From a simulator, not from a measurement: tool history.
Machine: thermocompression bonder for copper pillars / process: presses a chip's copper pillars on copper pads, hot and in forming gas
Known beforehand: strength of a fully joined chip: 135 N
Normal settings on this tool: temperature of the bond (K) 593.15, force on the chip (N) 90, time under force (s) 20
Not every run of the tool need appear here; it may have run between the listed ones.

run   hour  temperature of the bond (K)  force on the chip (N)  time under force (s)  force that shears a chip off (N)
  1    0.0                       593.15                     90                    20                              92.6
  2   37.5                       593.15                     90                    20                              91.2
  3   72.2                       593.15                     90                    20                              92.2
  4  107.3                       593.15                     90                    20                              93.2
  5  148.3                       593.15                     90                    20                              93.0
  6  172.9                       593.15                     90                    20                              90.8
  7  195.4                       593.15                     90                    20                              92.1
  8  216.8                       593.15                     90                    20                              91.5
  9  263.6                       593.15                     90                    20                              91.5
 10  310.6                       593.15                     85                    20                              90.2
 11  330.5                       601.15                     90                    46                             114.6
 12  354.8                       599.15                     98                    12                              87.8
     392.8  -- forming gas filter changed
 13  402.8                       584.15                    103                    16                              87.0
 14  425.3                       599.15                     62                    26                              91.9
     430.4  -- heater calibrated with a thermocouple chip
 15  475.2                       602.15                     97                    14                             100.5
 16  516.4                       590.15                     66                    11                              71.2
 17  552.7                       590.15                     66                    11                              71.2
     591.3  -- heater calibrated with a thermocouple chip, once more
 18  600.4                       593.15                     90                    26                              94.1
 19  626.1                       593.15                     90                    26                              95.5

Branching from run 19: 4 alternative next runs. What would each branch give?
  A  660.0                       607.15                     90                    55                                 ?
  B  660.0                       593.15                     90                    52                                 ?
  C  660.0                       606.15                     57                    19                                 ?
  D  660.0                       621.15                     54                    58                                 ?

run  force that shears a chip off (N)
  A                             119.0
  B                             109.2
  C                              80.8
  D                             112.9
Had the tool no hidden state, the same runs would have come out as:
run  force that shears a chip off (N)
  A                             121.3
  B                             111.3
  C                              82.2
  D                             115.0
